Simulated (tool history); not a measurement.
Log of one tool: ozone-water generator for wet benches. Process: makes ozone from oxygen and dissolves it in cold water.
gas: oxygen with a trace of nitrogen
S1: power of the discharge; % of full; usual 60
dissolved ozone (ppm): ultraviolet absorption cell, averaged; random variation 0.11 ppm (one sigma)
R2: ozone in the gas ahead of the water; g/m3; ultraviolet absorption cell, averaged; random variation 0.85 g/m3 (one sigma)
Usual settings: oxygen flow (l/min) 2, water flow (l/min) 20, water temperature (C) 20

{"run": 1, "day": 0.0, "S1": 60, "oxygen flow (l/min)": 2, "water flow (l/min)": 20, "water temperature (C)": 20, "dissolved ozone (ppm)": 8.5, "R2": 136.9}
{"run": 2, "day": 2.708, "S1": 60, "oxygen flow (l/min)": 2, "water flow (l/min)": 20, "water temperature (C)": 20, "dissolved ozone (ppm)": 8.6, "R2": 136}
{"run": 3, "day": 5.671, "S1": 60, "oxygen flow (l/min)": 2, "water flow (l/min)": 20, "water temperature (C)": 12, "dissolved ozone (ppm)": 8.9, "R2": 136.8}
{"run": 4, "day": 7.562, "S1": 60, "oxygen flow (l/min)": 2, "water flow (l/min)": 20, "water temperature (C)": 20, "dissolved ozone (ppm)": 8.6, "R2": 136}
{"run": 5, "day": 10.867, "S1": 60, "oxygen flow (l/min)": 2, "water flow (l/min)": 20, "water temperature (C)": 22, "dissolved ozone (ppm)": 8.4, "R2": 135.9}
{"run": 6, "day": 12.683, "S1": 60, "oxygen flow (l/min)": 2, "water flow (l/min)": 20, "water temperature (C)": 22, "dissolved ozone (ppm)": 8.4, "R2": 136.1}
{"run": 7, "day": 15.442, "S1": 48, "oxygen flow (l/min)": 2, "water flow (l/min)": 20, "water temperature (C)": 22, "dissolved ozone (ppm)": 7.1, "R2": 114}
{"run": 8, "day": 17.129, "S1": 48, "oxygen flow (l/min)": 2, "water flow (l/min)": 20, "water temperature (C)": 22, "dissolved ozone (ppm)": 7.1, "R2": 116.3}
{"run": 9, "day": 19.392, "S1": 60, "oxygen flow (l/min)": 2, "water flow (l/min)": 26, "water temperature (C)": 20, "dissolved ozone (ppm)": 6.5, "R2": 135.8}
{"run": 10, "day": 22.4, "S1": 60, "oxygen flow (l/min)": 2, "water flow (l/min)": 26, "water temperature (C)": 20, "dissolved ozone (ppm)": 6.3, "R2": 134.9}
{"run": 11, "day": 25.688, "S1": 60, "oxygen flow (l/min)": 2, "water flow (l/min)": 26, "water temperature (C)": 20, "dissolved ozone (ppm)": 6.3, "R2": 134.9}
{"run": 12, "day": 27.4, "S1": 60, "oxygen flow (l/min)": 2, "water flow (l/min)": 12, "water temperature (C)": 20, "dissolved ozone (ppm)": 13.3, "R2": 133.9}
{"run": 13, "day": 30.946, "S1": 62, "oxygen flow (l/min)": 1.17, "water flow (l/min)": 28, "water temperature (C)": 13, "dissolved ozone (ppm)": 4.5, "R2": 164.1}
{"run": 14, "day": 34.692, "S1": 62, "oxygen flow (l/min)": 1.17, "water flow (l/min)": 28, "water temperature (C)": 13, "dissolved ozone (ppm)": 4.6, "R2": 162.6}
{"run": 15, "day": 37.221, "S1": 62, "oxygen flow (l/min)": 1.17, "water flow (l/min)": 28, "water temperature (C)": 13, "dissolved ozone (ppm)": 4.7, "R2": 163.7}
{"run": 16, "day": 41.121, "S1": 60, "oxygen flow (l/min)": 3.36, "water flow (l/min)": 23, "water temperature (C)": 20, "dissolved ozone (ppm)": 8.9, "R2": 114.1}
{"day": 41.404, "done": "water thermometer calibrated"}
{"run": 17, "day": 44.629, "S1": 60, "oxygen flow (l/min)": 1.67, "water flow (l/min)": 26, "water temperature (C)": 20, "dissolved ozone (ppm)": 5.7, "R2": 141.2}
{"run": 18, "day": 48.312, "S1": 60, "oxygen flow (l/min)": 2, "water flow (l/min)": 17, "water temperature (C)": 20, "dissolved ozone (ppm)": 9.9, "R2": 133.9}
{"run": 19, "day": 51.367, "S1": 60, "oxygen flow (l/min)": 2, "water flow (l/min)": 17, "water temperature (C)": 20, "dissolved ozone (ppm)": 9.8, "R2": 132.4}
{"run": 20, "day": 55.254, "S1": 91, "oxygen flow (l/min)": 1.21, "water flow (l/min)": 25, "water temperature (C)": 19, "dissolved ozone (ppm)": 7.1, "R2": 215.2}
{"day": 55.883, "done": "water thermometer calibrated, once more"}
{"run": 21, "day": 59.067, "S1": 91, "oxygen flow (l/min)": 1.21, "water flow (l/min)": 25, "water temperature (C)": 19, "dissolved ozone (ppm)": 7, "R2": 215}
{"run": 22, "day": 61.625, "S1": 60, "oxygen flow (l/min)": 1.68, "water flow (l/min)": 26, "water temperature (C)": 16, "dissolved ozone (ppm)": 5.8, "R2": 139.7}
{"run": 23, "day": 64.946, "S1": 43, "oxygen flow (l/min)": 1.68, "water flow (l/min)": 26, "water temperature (C)": 16, "dissolved ozone (ppm)": 4.6, "R2": 110.4}
{"run": 24, "day": 68.325, "S1": 43, "oxygen flow (l/min)": 1.68, "water flow (l/min)": 26, "water temperature (C)": 16, "dissolved ozone (ppm)": 4.5, "R2": 109.2}

Forecast each of these 3 alternatives for the next run:
{"run": "A", "day": 71.383, "S1": 43, "oxygen flow (l/min)": 2.44, "water flow (l/min)": 26, "water temperature (C)": 16, "dissolved ozone (ppm)": "?", "R2": "?"}
{"run": "B", "day": 71.383, "S1": 43, "oxygen flow (l/min)": 1.68, "water flow (l/min)": 26, "water temperature (C)": 21, "dissolved ozone (ppm)": "?", "R2": "?"}
{"run": "C", "day": 71.383, "S1": 43, "oxygen flow (l/min)": 1.36, "water flow (l/min)": 17, "water temperature (C)": 25, "dissolved ozone (ppm)": "?", "R2": "?"}

run=A dissolved_ozone_(ppm)=5.6 R2=98.4
run=B dissolved_ozone_(ppm)=4.7 R2=111.2
run=C dissolved_ozone_(ppm)=6.1 R2=116.4
Without the tool's hidden state the same runs would have given:
run=A dissolved_ozone_(ppm)=5.8 R2=100.6
run=B dissolved_ozone_(ppm)=4.9 R2=113.6
run=C dissolved_ozone_(ppm)=6.3 R2=118.9
